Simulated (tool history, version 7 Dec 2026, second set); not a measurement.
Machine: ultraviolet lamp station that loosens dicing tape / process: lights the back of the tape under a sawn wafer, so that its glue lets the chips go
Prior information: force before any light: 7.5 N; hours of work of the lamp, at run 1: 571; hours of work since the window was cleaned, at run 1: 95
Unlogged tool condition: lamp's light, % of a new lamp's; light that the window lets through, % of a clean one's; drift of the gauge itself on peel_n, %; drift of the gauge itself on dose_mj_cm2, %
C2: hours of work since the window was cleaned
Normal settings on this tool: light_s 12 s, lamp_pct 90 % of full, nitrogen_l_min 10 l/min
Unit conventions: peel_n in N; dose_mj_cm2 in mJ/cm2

run 1 hour=0.0 | light_s=12 lamp_pct=90 nitrogen_l_min=10 | hours_of_work_of_the_lamp=571 C2=95 | peel_n=0.209 dose_mj_cm2=428
run 2 hour=37.5 | light_s=12 lamp_pct=90 nitrogen_l_min=10 | hours_of_work_of_the_lamp=596 C2=120 | peel_n=0.214 dose_mj_cm2=429
run 3 hour=69.5 | light_s=12 lamp_pct=90 nitrogen_l_min=10 | hours_of_work_of_the_lamp=618 C2=142 | peel_n=0.214 dose_mj_cm2=432
run 4 hour=120.1 | light_s=12 lamp_pct=79 nitrogen_l_min=10 | hours_of_work_of_the_lamp=652 C2=176 | peel_n=0.262 dose_mj_cm2=372
run 5 hour=168.9 | light_s=12 lamp_pct=90 nitrogen_l_min=10 | hours_of_work_of_the_lamp=685 C2=209 | peel_n=0.220 dose_mj_cm2=430
run 6 hour=217.8 | light_s=12 lamp_pct=90 nitrogen_l_min=10 | hours_of_work_of_the_lamp=718 C2=242 | peel_n=0.217 dose_mj_cm2=430
run 7 hour=239.2 | light_s=12 lamp_pct=90 nitrogen_l_min=10 | hours_of_work_of_the_lamp=733 C2=257 | peel_n=0.215 dose_mj_cm2=425
run 8 hour=283.1 | light_s=12 lamp_pct=71 nitrogen_l_min=10 | hours_of_work_of_the_lamp=763 C2=286 | peel_n=0.347 dose_mj_cm2=342
-- hour=293.1 window cleaned of glue's vapour
run 9 hour=322.3 | light_s=12 lamp_pct=71 nitrogen_l_min=10 | hours_of_work_of_the_lamp=789 C2=20 | peel_n=0.347 dose_mj_cm2=338
run 10 hour=371.6 | light_s=12 lamp_pct=71 nitrogen_l_min=10 | hours_of_work_of_the_lamp=822 C2=53 | peel_n=0.336 dose_mj_cm2=341
run 11 hour=418.7 | light_s=12 lamp_pct=71 nitrogen_l_min=10 | hours_of_work_of_the_lamp=854 C2=85 | peel_n=0.353 dose_mj_cm2=335
run 12 hour=463.2 | light_s=12 lamp_pct=71 nitrogen_l_min=10 | hours_of_work_of_the_lamp=884 C2=115 | peel_n=0.332 dose_mj_cm2=340
run 13 hour=514.1 | light_s=12 lamp_pct=90 nitrogen_l_min=4 | hours_of_work_of_the_lamp=919 C2=150 | peel_n=0.441 dose_mj_cm2=431
run 14 hour=561.0 | light_s=12 lamp_pct=76 nitrogen_l_min=10 | hours_of_work_of_the_lamp=950 C2=181 | peel_n=0.308 dose_mj_cm2=365
run 15 hour=597.4 | light_s=12 lamp_pct=76 nitrogen_l_min=10 | hours_of_work_of_the_lamp=975 C2=206 | peel_n=0.295 dose_mj_cm2=366
run 16 hour=621.2 | light_s=12 lamp_pct=76 nitrogen_l_min=10 | hours_of_work_of_the_lamp=991 C2=222 | peel_n=0.288 dose_mj_cm2=361
run 17 hour=651.8 | light_s=12 lamp_pct=76 nitrogen_l_min=10 | hours_of_work_of_the_lamp=1012 C2=243 | peel_n=0.307 dose_mj_cm2=363
run 18 hour=688.5 | light_s=12 lamp_pct=90 nitrogen_l_min=10 | hours_of_work_of_the_lamp=1037 C2=268 | peel_n=0.225 dose_mj_cm2=427
-- hour=725.9 window cleaned of glue's vapour
run 19 hour=732.4 | light_s=12 lamp_pct=90 nitrogen_l_min=10 | hours_of_work_of_the_lamp=1066 C2=4 | peel_n=0.226 dose_mj_cm2=428
run 20 hour=764.6 | light_s=12 lamp_pct=90 nitrogen_l_min=10 | hours_of_work_of_the_lamp=1088 C2=26 | peel_n=0.213 dose_mj_cm2=431
run 21 hour=817.0 | light_s=12 lamp_pct=90 nitrogen_l_min=10 | hours_of_work_of_the_lamp=1123 C2=62 | peel_n=0.213 dose_mj_cm2=431
run 22 hour=852.7 | light_s=12 lamp_pct=90 nitrogen_l_min=10 | hours_of_work_of_the_lamp=1147 C2=86 | peel_n=0.220 dose_mj_cm2=425
run 23 hour=878.3 | light_s=12 lamp_pct=71 nitrogen_l_min=18 | hours_of_work_of_the_lamp=1165 C2=103 | peel_n=0.233 dose_mj_cm2=339
run 24 hour=913.7 | light_s=12 lamp_pct=71 nitrogen_l_min=18 | hours_of_work_of_the_lamp=1189 C2=127 | peel_n=0.236 dose_mj_cm2=338
run 25 hour=947.8 | light_s=16 lamp_pct=95 nitrogen_l_min=6 | hours_of_work_of_the_lamp=1212 C2=150 | peel_n=0.184 dose_mj_cm2=603
run 26 hour=978.3 | light_s=16 lamp_pct=95 nitrogen_l_min=6 | hours_of_work_of_the_lamp=1232 C2=171 | peel_n=0.175 dose_mj_cm2=601
run 27 hour=1027.2 | light_s=13 lamp_pct=95 nitrogen_l_min=3 | hours_of_work_of_the_lamp=1266 C2=204 | peel_n=0.420 dose_mj_cm2=485

The next listed run, before its measurement:
run 28 hour=1061.1 | light_s=8 lamp_pct=69 nitrogen_l_min=7 | hours_of_work_of_the_lamp=1289 C2=227 | peel_n=? dose_mj_cm2=?

peel_n: 1.092 N
dose_mj_cm2: 219 mJ/cm2
With the hidden condition absent and the run-to-run variation left alone, this run would have shown peel_n 1.086 N, dose_mj_cm2 219 mJ/cm2.
